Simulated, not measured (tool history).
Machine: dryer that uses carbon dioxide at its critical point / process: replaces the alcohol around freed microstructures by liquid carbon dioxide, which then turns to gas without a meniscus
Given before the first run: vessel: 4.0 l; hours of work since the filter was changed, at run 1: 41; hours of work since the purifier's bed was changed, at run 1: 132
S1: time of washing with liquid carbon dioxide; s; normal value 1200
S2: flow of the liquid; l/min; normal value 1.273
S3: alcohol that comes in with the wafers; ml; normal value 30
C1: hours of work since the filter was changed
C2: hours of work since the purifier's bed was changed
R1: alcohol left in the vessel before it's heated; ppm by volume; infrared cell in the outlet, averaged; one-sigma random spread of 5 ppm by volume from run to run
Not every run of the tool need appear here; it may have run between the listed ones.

{"run": 1, "hour": 0.0, "S1": 1200, "S2": 1.273, "S3": 30, "C1": 41, "C2": 132, "R1": 41}
{"run": 2, "hour": 11.9, "S1": 1200, "S2": 1.273, "S3": 62, "C1": 47, "C2": 137, "R1": 56}
{"run": 3, "hour": 25.9, "S1": 1200, "S2": 1.273, "S3": 62, "C1": 53, "C2": 143, "R1": 58}
{"run": 4, "hour": 38.6, "S1": 1200, "S2": 1.273, "S3": 48, "C1": 58, "C2": 149, "R1": 43}
{"run": 5, "hour": 52.3, "S1": 1200, "S2": 1.273, "S3": 48, "C1": 64, "C2": 154, "R1": 49}
{"run": 6, "hour": 63.3, "S1": 1200, "S2": 1.273, "S3": 48, "C1": 69, "C2": 159, "R1": 43}
{"run": 7, "hour": 77.4, "S1": 1200, "S2": 1.273, "S3": 48, "C1": 75, "C2": 165, "R1": 45}
{"run": 8, "hour": 92.6, "S1": 1200, "S2": 1.273, "S3": 30, "C1": 81, "C2": 172, "R1": 39}
{"run": 9, "hour": 99.3, "S1": 1020, "S2": 1.273, "S3": 30, "C1": 84, "C2": 175, "R1": 67}
{"run": 10, "hour": 111.6, "S1": 1020, "S2": 1.273, "S3": 73, "C1": 89, "C2": 180, "R1": 137}
{"run": 11, "hour": 122.1, "S1": 1020, "S2": 1.273, "S3": 95, "C1": 94, "C2": 184, "R1": 177}
{"run": 12, "hour": 134.9, "S1": 1020, "S2": 1.273, "S3": 95, "C1": 99, "C2": 190, "R1": 170}
{"run": 13, "hour": 143.7, "S1": 1020, "S2": 1.273, "S3": 95, "C1": 103, "C2": 194, "R1": 181}
{"run": 14, "hour": 156.5, "S1": 1200, "S2": 1.273, "S3": 81, "C1": 109, "C2": 199, "R1": 79}
{"run": 15, "hour": 165.8, "S1": 1200, "S2": 1.273, "S3": 81, "C1": 113, "C2": 203, "R1": 78}
{"run": 16, "hour": 180.7, "S1": 1200, "S2": 1.273, "S3": 81, "C1": 119, "C2": 210, "R1": 82}
{"run": 17, "hour": 188.2, "S1": 1200, "S2": 1.273, "S3": 30, "C1": 122, "C2": 213, "R1": 50}
{"run": 18, "hour": 201.7, "S1": 1200, "S2": 1.273, "S3": 30, "C1": 128, "C2": 219, "R1": 45}
{"run": 19, "hour": 213.2, "S1": 1200, "S2": 1.01, "S3": 30, "C1": 133, "C2": 224, "R1": 92}
{"run": 20, "hour": 223.2, "S1": 1200, "S2": 1.01, "S3": 30, "C1": 137, "C2": 228, "R1": 100}
{"run": 21, "hour": 238.3, "S1": 1200, "S2": 1.01, "S3": 30, "C1": 144, "C2": 234, "R1": 98}
{"run": 22, "hour": 245.7, "S1": 1200, "S2": 1.67, "S3": 30, "C1": 147, "C2": 237, "R1": 32}
{"run": 23, "hour": 255.5, "S1": 1200, "S2": 1.273, "S3": 30, "C1": 151, "C2": 242, "R1": 52}
{"run": 24, "hour": 263.8, "S1": 1200, "S2": 1.273, "S3": 30, "C1": 155, "C2": 245, "R1": 52}
{"run": 25, "hour": 271.3, "S1": 1560, "S2": 1.61, "S3": 53, "C1": 158, "C2": 248, "R1": 30}
{"hour": 285.6, "done": "inlet filter changed"}
{"run": 26, "hour": 286.7, "S1": 1560, "S2": 1.92, "S3": 41, "C1": 0, "C2": 255, "R1": 33}
{"run": 27, "hour": 299.4, "S1": 1200, "S2": 1.273, "S3": 70, "C1": 6, "C2": 260, "R1": 67}
{"run": 28, "hour": 307.0, "S1": 1200, "S2": 1.273, "S3": 70, "C1": 9, "C2": 263, "R1": 68}
{"run": 29, "hour": 316.3, "S1": 1200, "S2": 1.273, "S3": 70, "C1": 13, "C2": 267, "R1": 54}
{"run": 30, "hour": 324.3, "S1": 1440, "S2": 1.273, "S3": 99, "C1": 17, "C2": 271, "R1": 47}
{"run": 31, "hour": 331.0, "S1": 1200, "S2": 0.81, "S3": 109, "C1": 19, "C2": 274, "R1": 550}
{"run": 32, "hour": 346.6, "S1": 1200, "S2": 0.81, "S3": 109, "C1": 26, "C2": 280, "R1": 579}
{"run": 33, "hour": 359.3, "S1": 960, "S2": 0.81, "S3": 69, "C1": 32, "C2": 286, "R1": 775}
{"run": 34, "hour": 371.2, "S1": 960, "S2": 0.81, "S3": 69, "C1": 37, "C2": 291, "R1": 809}
{"run": 35, "hour": 386.8, "S1": 840, "S2": 0.78, "S3": 23, "C1": 43, "C2": 298, "R1": 456}
{"run": 36, "hour": 395.3, "S1": 1440, "S2": 0.78, "S3": 58, "C1": 47, "C2": 301, "R1": 204}
{"run": 37, "hour": 406.2, "S1": 1200, "S2": 0.95, "S3": 94, "C1": 52, "C2": 306, "R1": 297}
{"run": 38, "hour": 421.2, "S1": 1560, "S2": 1.273, "S3": 39, "C1": 58, "C2": 312, "R1": 28}
{"run": 39, "hour": 430.0, "S1": 1560, "S2": 1.273, "S3": 39, "C1": 62, "C2": 316, "R1": 37}
{"run": 40, "hour": 439.0, "S1": 1440, "S2": 1.11, "S3": 30, "C1": 66, "C2": 320, "R1": 36}
{"run": 41, "hour": 446.3, "S1": 1380, "S2": 1.4, "S3": 30, "C1": 69, "C2": 323, "R1": 40}
{"run": 42, "hour": 461.3, "S1": 1380, "S2": 1.4, "S3": 30, "C1": 75, "C2": 330, "R1": 49}
{"run": 43, "hour": 476.4, "S1": 1200, "S2": 1.95, "S3": 75, "C1": 82, "C2": 336, "R1": 38}
{"run": 44, "hour": 484.3, "S1": 1200, "S2": 1.95, "S3": 75, "C1": 85, "C2": 339, "R1": 37}
{"run": 45, "hour": 492.7, "S1": 900, "S2": 0.94, "S3": 67, "C1": 89, "C2": 343, "R1": 635}
{"run": 46, "hour": 501.0, "S1": 1440, "S2": 1.42, "S3": 85, "C1": 92, "C2": 347, "R1": 47}

Across each entry between runs, compare the hidden state at the last listed run before it with the hidden state at the first listed run after it:
After run 25, before run 26: inlet filter changed (hour 285.6)
  flow that reaches the vessel past the clogged filter, %: 93.1 -> 99.7; alcohol in the recycled carbon dioxide, ppm: 27.1 -> 27.6
  measured result minus the result with no hidden state, R1: +23 -> +22 ppm by volume
